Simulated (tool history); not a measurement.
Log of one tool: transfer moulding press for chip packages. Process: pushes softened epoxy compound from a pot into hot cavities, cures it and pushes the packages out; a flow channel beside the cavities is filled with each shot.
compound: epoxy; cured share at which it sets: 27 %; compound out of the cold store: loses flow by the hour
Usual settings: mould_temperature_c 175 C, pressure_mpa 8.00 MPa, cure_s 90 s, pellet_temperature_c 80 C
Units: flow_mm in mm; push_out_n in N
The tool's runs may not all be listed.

| run | hour | mould_temperature_c | pressure_mpa | cure_s | pellet_temperature_c | incoming compound's hours out of the cold store | flow_mm | push_out_n |
|---|---|---|---|---|---|---|---|---|
| 1 | 0.0 | 175 | 8.00 | 90 | 80 | 40.8 | 623 | 349 |
| 2 | 32.3 | 175 | 8.00 | 90 | 80 | 46.6 | 595 | 471 |
|  | 53.0 | cavities cleaned with cleaning compound and waxed |
|  | 61.5 | mould's thermocouples calibrated |
| 3 | 84.1 | 175 | 8.00 | 90 | 80 | 16.3 | 737 | 624 |
|  | 112.7 | cavities cleaned with cleaning compound and waxed |
| 4 | 112.7 | 175 | 8.00 | 90 | 80 | 22.8 | 697 | 252 |
|  | 132.6 | plunger's sealing rings changed |
|  | 172.0 | cavities cleaned with cleaning compound and waxed |
| 5 | 172.0 | 175 | 8.00 | 90 | 80 | 38.5 | 637 | 261 |
| 6 | 217.2 | 175 | 8.00 | 90 | 80 | 32.1 | 663 | 498 |
|  | 228.4 | cavities cleaned with cleaning compound and waxed |
| 7 | 281.6 | 175 | 8.00 | 90 | 80 | 35.3 | 642 | 523 |
|  | 288.6 | cavities cleaned with cleaning compound and waxed |
|  | 324.6 | plunger's sealing rings changed |
|  | 351.3 | cavities cleaned with cleaning compound and waxed |
| 8 | 352.8 | 175 | 8.00 | 90 | 80 | 15.9 | 750 | 273 |
|  | 357.4 | cavities cleaned with cleaning compound and waxed, once more |
| 9 | 393.7 | 175 | 8.00 | 90 | 80 | 9.0 | 785 | 525 |
|  | 418.3 | cavities cleaned with cleaning compound and waxed |
| 10 | 435.3 | 175 | 8.00 | 90 | 80 | 41.5 | 615 | 388 |
| 11 | 468.1 | 175 | 8.00 | 90 | 72 | 25.4 | 687 | 538 |
|  | 477.1 | cavities cleaned with cleaning compound and waxed |
| 12 | 506.5 | 175 | 8.00 | 90 | 72 | 34.5 | 639 | 468 |
|  | 522.7 | plunger's sealing rings changed |
|  | 538.0 | cavities cleaned with cleaning compound and waxed |
| 13 | 558.9 | 175 | 8.00 | 82 | 80 | 37.8 | 638 | 497 |
|  | 596.6 | cavities cleaned with cleaning compound and waxed |
| 14 | 619.1 | 179 | 6.09 | 121 | 88 | 33.2 | 567 | 337 |
|  | 657.4 | cavities cleaned with cleaning compound and waxed |
| 15 | 661.3 | 178 | 6.61 | 121 | 72 | 29.0 | 605 | 234 |
|  | 716.4 | plunger's sealing rings changed |
|  | 717.9 | cavities cleaned with cleaning compound and waxed |
| 16 | 718.4 | 173 | 7.58 | 107 | 81 | 36.2 | 634 | 218 |
| 17 | 769.6 | 174 | 7.58 | 107 | 87 | 45.2 | 587 | 424 |
|  | 777.2 | cavities cleaned with cleaning compound and waxed |
| 18 | 823.6 | 174 | 7.58 | 107 | 87 | 24.4 | 676 | 434 |
|  | 834.0 | cavities cleaned with cleaning compound and waxed |
|  | 840.6 | mould's thermocouples calibrated |
| 19 | 886.1 | 174 | 7.58 | 107 | 87 | 28.1 | 653 | 430 |
|  | 892.3 | cavities cleaned with cleaning compound and waxed |
|  | 915.2 | plunger's sealing rings changed |
| 20 | 926.6 | 170 | 9.98 | 90 | 82 | 35.2 | 738 | 615 |
|  | 952.8 | cavities cleaned with cleaning compound and waxed |
| 21 | 962.5 | 175 | 8.00 | 103 | 80 | 31.7 | 669 | 315 |
|  | 1011.1 | cavities cleaned with cleaning compound and waxed |
| 22 | 1021.7 | 178 | 7.24 | 120 | 81 | 18.2 | 693 | 282 |
|  | 1068.4 | cavities cleaned with cleaning compound and waxed |
| 23 | 1070.1 | 173 | 6.63 | 112 | 83 | 27.1 | 622 | 222 |
|  | 1107.5 | plunger's sealing rings changed |
| 24 | 1122.8 | 173 | 6.63 | 112 | 83 | 31.1 | 614 | 430 |

Forecast run 25:
|  | 1127.4 | cavities cleaned with cleaning compound and waxed |
| 25 | 1172.4 | 177 | 8.05 | 112 | 76 | 16.2 | ? | ? |

{"run 25": {"flow_mm": 742, "push_out_n": 401}}
Without the tool's hidden state the same run would have given flow_mm 751 mm, push_out_n 205 N.

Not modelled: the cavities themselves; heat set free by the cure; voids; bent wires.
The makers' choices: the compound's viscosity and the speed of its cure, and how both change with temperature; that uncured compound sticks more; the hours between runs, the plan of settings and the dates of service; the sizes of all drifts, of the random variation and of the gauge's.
